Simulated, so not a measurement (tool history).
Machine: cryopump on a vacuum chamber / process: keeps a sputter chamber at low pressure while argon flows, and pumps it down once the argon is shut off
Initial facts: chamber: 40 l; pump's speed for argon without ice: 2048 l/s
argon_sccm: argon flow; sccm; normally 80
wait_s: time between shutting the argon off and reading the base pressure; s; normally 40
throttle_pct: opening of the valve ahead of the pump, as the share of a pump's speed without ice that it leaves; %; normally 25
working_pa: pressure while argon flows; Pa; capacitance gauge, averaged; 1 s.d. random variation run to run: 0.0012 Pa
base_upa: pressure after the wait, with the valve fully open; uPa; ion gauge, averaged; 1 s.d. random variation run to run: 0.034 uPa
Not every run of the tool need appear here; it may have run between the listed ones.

{"run": 1, "day": 0.0, "argon_sccm": 80, "wait_s": 40, "throttle_pct": 25, "working_pa": 0.2661, "base_upa": 2.49}
{"run": 2, "day": 2.496, "argon_sccm": 80, "wait_s": 40, "throttle_pct": 44, "working_pa": 0.1526, "base_upa": 2.63}
{"day": 3.879, "done": "leaking fittings of the chamber tightened, without venting"}
{"run": 3, "day": 5.429, "argon_sccm": 80, "wait_s": 40, "throttle_pct": 44, "working_pa": 0.1542, "base_upa": 1.92}
{"run": 4, "day": 7.688, "argon_sccm": 80, "wait_s": 27, "throttle_pct": 44, "working_pa": 0.1549, "base_upa": 2.73}
{"run": 5, "day": 11.517, "argon_sccm": 80, "wait_s": 27, "throttle_pct": 44, "working_pa": 0.1546, "base_upa": 2.71}
{"run": 6, "day": 14.35, "argon_sccm": 80, "wait_s": 27, "throttle_pct": 44, "working_pa": 0.1567, "base_upa": 2.75}
{"run": 7, "day": 17.742, "argon_sccm": 80, "wait_s": 90, "throttle_pct": 25, "working_pa": 0.2706, "base_upa": 1.09}
{"run": 8, "day": 20.079, "argon_sccm": 80, "wait_s": 90, "throttle_pct": 25, "working_pa": 0.2713, "base_upa": 1.1}
{"run": 9, "day": 23.888, "argon_sccm": 80, "wait_s": 90, "throttle_pct": 25, "working_pa": 0.2698, "base_upa": 1.15}
{"run": 10, "day": 26.692, "argon_sccm": 80, "wait_s": 90, "throttle_pct": 25, "working_pa": 0.2736, "base_upa": 1.16}
{"run": 11, "day": 29.771, "argon_sccm": 80, "wait_s": 90, "throttle_pct": 25, "working_pa": 0.2731, "base_upa": 1.22}
{"run": 12, "day": 31.854, "argon_sccm": 80, "wait_s": 75, "throttle_pct": 25, "working_pa": 0.275, "base_upa": 1.37}
{"run": 13, "day": 34.088, "argon_sccm": 80, "wait_s": 114, "throttle_pct": 25, "working_pa": 0.274, "base_upa": 1.14}
{"run": 14, "day": 36.933, "argon_sccm": 80, "wait_s": 114, "throttle_pct": 25, "working_pa": 0.275, "base_upa": 1.13}
{"run": 15, "day": 39.662, "argon_sccm": 80, "wait_s": 114, "throttle_pct": 15, "working_pa": 0.4496, "base_upa": 1.17}
{"run": 16, "day": 42.679, "argon_sccm": 80, "wait_s": 114, "throttle_pct": 15, "working_pa": 0.4514, "base_upa": 1.23}
{"day": 44.129, "done": "pump warmed up, emptied and cooled again"}
{"run": 17, "day": 44.858, "argon_sccm": 74, "wait_s": 40, "throttle_pct": 25, "working_pa": 0.2457, "base_upa": 2.27}
{"run": 18, "day": 47.596, "argon_sccm": 74, "wait_s": 40, "throttle_pct": 25, "working_pa": 0.246, "base_upa": 2.2}
{"run": 19, "day": 51.175, "argon_sccm": 64, "wait_s": 195, "throttle_pct": 48, "working_pa": 0.113, "base_upa": 0.98}
{"run": 20, "day": 54.954, "argon_sccm": 118, "wait_s": 215, "throttle_pct": 25, "working_pa": 0.3953, "base_upa": 0.97}
{"run": 21, "day": 57.308, "argon_sccm": 118, "wait_s": 215, "throttle_pct": 25, "working_pa": 0.3965, "base_upa": 1.0}
{"run": 22, "day": 61.088, "argon_sccm": 118, "wait_s": 215, "throttle_pct": 25, "working_pa": 0.3964, "base_upa": 1.02}
{"run": 23, "day": 63.246, "argon_sccm": 49, "wait_s": 40, "throttle_pct": 25, "working_pa": 0.164, "base_upa": 2.46}
{"run": 24, "day": 66.983, "argon_sccm": 49, "wait_s": 40, "throttle_pct": 25, "working_pa": 0.1674, "base_upa": 2.53}
{"run": 25, "day": 69.346, "argon_sccm": 132, "wait_s": 127, "throttle_pct": 19, "working_pa": 0.5856, "base_upa": 1.33}
{"run": 26, "day": 71.433, "argon_sccm": 124, "wait_s": 287, "throttle_pct": 25, "working_pa": 0.424, "base_upa": 1.09}
{"run": 27, "day": 74.367, "argon_sccm": 60, "wait_s": 89, "throttle_pct": 22, "working_pa": 0.2313, "base_upa": 1.63}
{"day": 77.158, "done": "leaking fittings of the chamber tightened, without venting"}
{"run": 28, "day": 78.229, "argon_sccm": 80, "wait_s": 47, "throttle_pct": 15, "working_pa": 0.4489, "base_upa": 1.6}
{"run": 29, "day": 81.846, "argon_sccm": 80, "wait_s": 47, "throttle_pct": 15, "working_pa": 0.4516, "base_upa": 1.62}

4 ways to go on from here, each from the tool as it stands after run 29. What would each give?
{"run": "A", "day": 84.279, "argon_sccm": 83, "wait_s": 114, "throttle_pct": 37, "working_pa": "?", "base_upa": "?"}
{"run": "B", "day": 84.279, "argon_sccm": 115, "wait_s": 40, "throttle_pct": 40, "working_pa": "?", "base_upa": "?"}
{"run": "C", "day": 84.279, "argon_sccm": 144, "wait_s": 46, "throttle_pct": 25, "working_pa": "?", "base_upa": "?"}
{"run": "D", "day": 84.279, "argon_sccm": 80, "wait_s": 229, "throttle_pct": 16, "working_pa": "?", "base_upa": "?"}

run=A working_pa=0.1984 base_upa=0.91
run=B working_pa=0.2535 base_upa=1.97
run=C working_pa=0.4969 base_upa=1.73
run=D working_pa=0.4253 base_upa=0.52
Without the tool's unlogged condition, the same runs would have read:
run=A working_pa=0.1866 base_upa=0.79
run=B working_pa=0.2372 base_upa=1.85
run=C working_pa=0.4764 base_upa=1.60
run=D working_pa=0.4140 base_upa=0.40

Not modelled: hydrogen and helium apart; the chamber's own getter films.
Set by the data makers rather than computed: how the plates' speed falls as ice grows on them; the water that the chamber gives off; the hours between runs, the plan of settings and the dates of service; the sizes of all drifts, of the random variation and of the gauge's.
